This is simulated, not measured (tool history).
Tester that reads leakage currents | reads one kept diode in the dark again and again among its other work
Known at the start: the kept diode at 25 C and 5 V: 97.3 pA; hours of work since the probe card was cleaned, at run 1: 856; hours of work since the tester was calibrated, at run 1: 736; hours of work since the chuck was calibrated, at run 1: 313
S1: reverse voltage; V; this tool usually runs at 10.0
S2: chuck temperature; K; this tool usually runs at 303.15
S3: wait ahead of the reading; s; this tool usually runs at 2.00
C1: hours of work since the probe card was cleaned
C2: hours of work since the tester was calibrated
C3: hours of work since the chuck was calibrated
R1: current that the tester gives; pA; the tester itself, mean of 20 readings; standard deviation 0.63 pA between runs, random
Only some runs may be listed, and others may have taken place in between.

{"run": 1, "hour": 0.0, "S1": 10.0, "S2": 303.15, "S3": 2.0, "C1": 856, "C2": 736, "C3": 313, "R1": 207.93}
{"run": 2, "hour": 25.8, "S1": 10.0, "S2": 312.15, "S3": 2.0, "C1": 874, "C2": 754, "C3": 330, "R1": 397.22}
{"run": 3, "hour": 48.8, "S1": 10.0, "S2": 303.15, "S3": 2.0, "C1": 890, "C2": 770, "C3": 346, "R1": 206.88}
{"run": 4, "hour": 67.5, "S1": 10.0, "S2": 303.15, "S3": 2.0, "C1": 903, "C2": 783, "C3": 359, "R1": 207.67}
{"run": 5, "hour": 94.5, "S1": 10.0, "S2": 303.15, "S3": 3.66, "C1": 921, "C2": 801, "C3": 377, "R1": 206.76}
{"run": 6, "hour": 117.1, "S1": 10.0, "S2": 303.15, "S3": 3.66, "C1": 937, "C2": 817, "C3": 393, "R1": 205.26}
{"run": 7, "hour": 131.9, "S1": 10.0, "S2": 303.15, "S3": 3.66, "C1": 947, "C2": 827, "C3": 403, "R1": 206.08}
{"run": 8, "hour": 159.0, "S1": 10.0, "S2": 303.15, "S3": 3.66, "C1": 965, "C2": 845, "C3": 421, "R1": 205.53}
{"run": 9, "hour": 178.6, "S1": 10.0, "S2": 303.15, "S3": 3.66, "C1": 979, "C2": 859, "C3": 435, "R1": 202.98}
{"run": 10, "hour": 203.8, "S1": 10.0, "S2": 303.15, "S3": 0.97, "C1": 996, "C2": 876, "C3": 452, "R1": 205.95}
{"hour": 207.4, "done": "tester calibrated"}
{"run": 11, "hour": 229.8, "S1": 10.0, "S2": 303.15, "S3": 0.97, "C1": 1012, "C2": 15, "C3": 469, "R1": 203.57}
{"run": 12, "hour": 246.5, "S1": 10.0, "S2": 303.15, "S3": 0.97, "C1": 1024, "C2": 27, "C3": 480, "R1": 202.34}
{"run": 13, "hour": 271.0, "S1": 10.0, "S2": 303.15, "S3": 0.97, "C1": 1041, "C2": 44, "C3": 497, "R1": 202.85}
{"run": 14, "hour": 296.7, "S1": 1.4, "S2": 303.15, "S3": 2.0, "C1": 1058, "C2": 61, "C3": 514, "R1": 66.82}
{"run": 15, "hour": 324.5, "S1": 1.4, "S2": 303.15, "S3": 2.0, "C1": 1077, "C2": 80, "C3": 533, "R1": 66.23}
{"run": 16, "hour": 344.2, "S1": 3.3, "S2": 319.15, "S3": 8.26, "C1": 1091, "C2": 94, "C3": 547, "R1": 337.88}
{"run": 17, "hour": 361.2, "S1": 3.3, "S2": 319.15, "S3": 8.26, "C1": 1102, "C2": 105, "C3": 559, "R1": 337.96}
{"run": 18, "hour": 376.8, "S1": 2.2, "S2": 316.15, "S3": 2.0, "C1": 1113, "C2": 116, "C3": 569, "R1": 217.81}
{"hour": 405.5, "done": "tester calibrated, once more"}
{"run": 19, "hour": 408.1, "S1": 6.9, "S2": 299.15, "S3": 4.0, "C1": 1133, "C2": 2, "C3": 589, "R1": 121.84}
{"run": 20, "hour": 434.0, "S1": 6.9, "S2": 299.15, "S3": 4.0, "C1": 1151, "C2": 19, "C3": 607, "R1": 121.38}
{"run": 21, "hour": 459.0, "S1": 6.8, "S2": 303.15, "S3": 3.0, "C1": 1168, "C2": 37, "C3": 624, "R1": 159.87}
{"run": 22, "hour": 482.6, "S1": 6.8, "S2": 303.15, "S3": 3.0, "C1": 1184, "C2": 53, "C3": 640, "R1": 159.23}
{"run": 23, "hour": 497.5, "S1": 10.0, "S2": 315.15, "S3": 1.44, "C1": 1194, "C2": 63, "C3": 650, "R1": 463.02}
{"hour": 510.2, "done": "chuck's temperature calibrated"}
{"run": 24, "hour": 525.5, "S1": 10.0, "S2": 315.15, "S3": 1.44, "C1": 1212, "C2": 81, "C3": 10, "R1": 543.92}
{"run": 25, "hour": 542.6, "S1": 3.3, "S2": 319.15, "S3": 1.49, "C1": 1224, "C2": 93, "C3": 22, "R1": 390.41}
{"run": 26, "hour": 559.8, "S1": 3.3, "S2": 319.15, "S3": 1.49, "C1": 1236, "C2": 104, "C3": 34, "R1": 390.42}
{"run": 27, "hour": 591.6, "S1": 3.3, "S2": 318.15, "S3": 1.49, "C1": 1257, "C2": 126, "C3": 56, "R1": 363.26}
{"run": 28, "hour": 621.3, "S1": 3.3, "S2": 318.15, "S3": 1.49, "C1": 1278, "C2": 146, "C3": 76, "R1": 358.8}

4 options for the next run, each taken on its own from the tool as it stands now. Forecast them:
{"run": "A", "hour": 641.2, "S1": 6.6, "S2": 318.15, "S3": 1.74, "C1": 1291, "C2": 160, "C3": 90, "R1": "?"}
{"run": "B", "hour": 641.2, "S1": 3.3, "S2": 318.15, "S3": 1.92, "C1": 1291, "C2": 160, "C3": 90, "R1": "?"}
{"run": "C", "hour": 641.2, "S1": 10.0, "S2": 325.15, "S3": 2.0, "C1": 1291, "C2": 160, "C3": 90, "R1": "?"}
{"run": "D", "hour": 641.2, "S1": 11.5, "S2": 318.15, "S3": 1.49, "C1": 1291, "C2": 160, "C3": 90, "R1": "?"}

run=A R1=521.01
run=B R1=358.81
run=C R1=1052.05
run=D R1=713.62
With no hidden state in the tool, these same runs would have given:
run=A R1=513.37
run=B R1=356.75
run=C R1=1044.41
run=D R1=696.47
